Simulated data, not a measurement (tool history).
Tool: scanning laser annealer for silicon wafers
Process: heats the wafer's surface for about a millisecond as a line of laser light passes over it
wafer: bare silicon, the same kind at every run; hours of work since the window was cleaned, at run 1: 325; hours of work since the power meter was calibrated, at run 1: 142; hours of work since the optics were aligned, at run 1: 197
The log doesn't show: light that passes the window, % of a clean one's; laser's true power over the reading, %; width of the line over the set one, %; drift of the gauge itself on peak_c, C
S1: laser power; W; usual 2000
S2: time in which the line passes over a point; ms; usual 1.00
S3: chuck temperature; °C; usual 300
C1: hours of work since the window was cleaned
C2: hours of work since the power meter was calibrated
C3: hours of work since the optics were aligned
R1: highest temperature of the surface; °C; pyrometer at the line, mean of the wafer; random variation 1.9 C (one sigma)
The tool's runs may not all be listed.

{"run": 1, "hour": 0.0, "S1": 2000, "S2": 1.0, "S3": 300, "C1": 325, "C2": 142, "C3": 197, "R1": 1073}
{"run": 2, "hour": 13.3, "S1": 2158, "S2": 1.0, "S3": 300, "C1": 335, "C2": 151, "C3": 206, "R1": 1151}
{"run": 3, "hour": 31.7, "S1": 2158, "S2": 1.0, "S3": 300, "C1": 347, "C2": 164, "C3": 219, "R1": 1150}
{"run": 4, "hour": 49.1, "S1": 2158, "S2": 1.0, "S3": 300, "C1": 359, "C2": 176, "C3": 231, "R1": 1149}
{"run": 5, "hour": 65.9, "S1": 2000, "S2": 1.04, "S3": 300, "C1": 371, "C2": 188, "C3": 243, "R1": 1088}
{"run": 6, "hour": 74.6, "S1": 2000, "S2": 1.04, "S3": 300, "C1": 377, "C2": 194, "C3": 249, "R1": 1087}
{"run": 7, "hour": 86.4, "S1": 2000, "S2": 1.04, "S3": 300, "C1": 385, "C2": 202, "C3": 257, "R1": 1085}
{"hour": 92.6, "done": "optics aligned, line set to its width"}
{"run": 8, "hour": 104.5, "S1": 2000, "S2": 1.04, "S3": 300, "C1": 394, "C2": 211, "C3": 8, "R1": 1076}
{"run": 9, "hour": 116.1, "S1": 2000, "S2": 1.04, "S3": 300, "C1": 402, "C2": 219, "C3": 16, "R1": 1080}

The next listed run, before its measurement:
{"run": 10, "hour": 132.6, "S1": 2177, "S2": 1.1, "S3": 273, "C1": 414, "C2": 231, "C3": 28, "R1": "?"}

R1: 1157 °C
Without the tool's hidden state the same run would have given R1 1199 °C.
